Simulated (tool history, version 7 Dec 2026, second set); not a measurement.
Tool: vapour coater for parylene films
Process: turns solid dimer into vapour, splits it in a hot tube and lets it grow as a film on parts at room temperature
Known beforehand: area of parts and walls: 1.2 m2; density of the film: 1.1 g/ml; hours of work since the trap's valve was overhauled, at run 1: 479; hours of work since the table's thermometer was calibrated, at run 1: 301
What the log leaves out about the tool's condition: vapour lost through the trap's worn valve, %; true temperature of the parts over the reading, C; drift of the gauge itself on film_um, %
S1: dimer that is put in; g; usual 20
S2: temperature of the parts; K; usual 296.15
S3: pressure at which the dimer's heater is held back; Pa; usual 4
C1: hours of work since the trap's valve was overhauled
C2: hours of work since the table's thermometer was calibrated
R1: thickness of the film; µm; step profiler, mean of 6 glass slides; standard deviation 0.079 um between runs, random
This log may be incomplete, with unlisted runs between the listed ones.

run,hour,S1,S2,S3,C1,C2,R1
1,0,20,296.15,4,479,301,11.77
2,34.7,20,296.15,4,506,328,11.86
3,70.7,20,296.15,4,534,356,11.81
4,100.4,20,296.15,4,557,379,11.8
5,142.6,20,296.15,4,590,412,11.75
6,167.7,20,296.15,4,610,432,11.84
# hour 198.8: trap's valve overhauled
7,212.4,9,296.15,4,11,463,5.3
8,257.9,9,296.15,4,46,499,5.37
9,291.4,9,296.15,4,72,525,5.38
10,343.8,9,296.15,4,113,566,5.34
11,382,9,296.15,4,143,596,5.35
12,434.1,23,296.15,4,183,636,13.56
13,485.6,23,296.15,4,224,676,13.67
14,524.7,23,296.15,4,254,707,13.56
15,555.1,16,296.15,4,278,731,9.39
16,579.6,16,296.15,4,297,750,9.39
17,628.8,16,296.15,4,335,788,9.42
18,677.2,20,290.15,4,373,826,14.76
19,709.1,20,290.15,4,398,851,14.55
20,739.1,20,290.15,4,421,874,14.73
21,775.5,20,290.15,4,450,902,14.76
22,822.2,20,290.15,4,486,939,14.78
23,856.4,20,290.15,4,513,966,14.73
24,891.8,17,302.15,7,540,993,6.75
25,937.1,17,302.15,7,576,1029,6.72
26,987.8,27,298.15,4,615,1068,14.58
# hour 1011.5: trap's valve overhauled
27,1037.3,17,294.15,5.27,20,1103,10.26
28,1075.1,16,289.15,4.31,50,1133,11.91
29,1114.6,16,289.15,4.31,80,1164,11.86
30,1148.2,20,306.15,2.74,107,1190,8.5
31,1182.6,20,306.15,2.74,133,1217,8.59
32,1224.8,20,306.15,2.74,166,1250,8.48
33,1273.2,20,296.15,3.19,204,1287,12.48
34,1324.8,20,306.15,4,244,1328,7.61
35,1367.8,12,304.15,4,278,1361,5
36,1412.4,12,304.15,4,313,1396,5
37,1446.4,27,296.15,4,339,1423,16.02
38,1483.6,32,289.15,4,368,1452,23.87
39,1518.8,20,296.15,3.43,396,1479,12.33
40,1553.7,20,296.15,4.34,423,1506,11.67
41,1580.8,30,299.15,4,444,1527,15.73
42,1626.8,20,296.15,3.31,480,1563,12.42
43,1649.2,20,296.15,3.31,497,1581,12.33
44,1699.9,28,296.15,11.63,537,1620,12.66
45,1729.9,18,294.15,8.93,560,1644,9.47
46,1759.4,18,294.15,8.93,583,1667,9.39

Across each entry between runs, compare the hidden state at the last listed run before it with the hidden state at the first listed run after it:
Between runs 6 and 7: trap's valve overhauled (hour 198.8)
  vapour lost through the trap's worn valve, %: 0.5 -> 0
  the result without the hidden state subtracted from the measured one, R1: -0.05 -> +0 µm
Between runs 26 and 27: trap's valve overhauled (hour 1011.5)
  vapour lost through the trap's worn valve, %: 0.5 -> 0; true temperature of the parts over the reading, C: -0.02 -> -0.03
  the result without the hidden state subtracted from the measured one, R1: -0.06 -> +0.01 µm
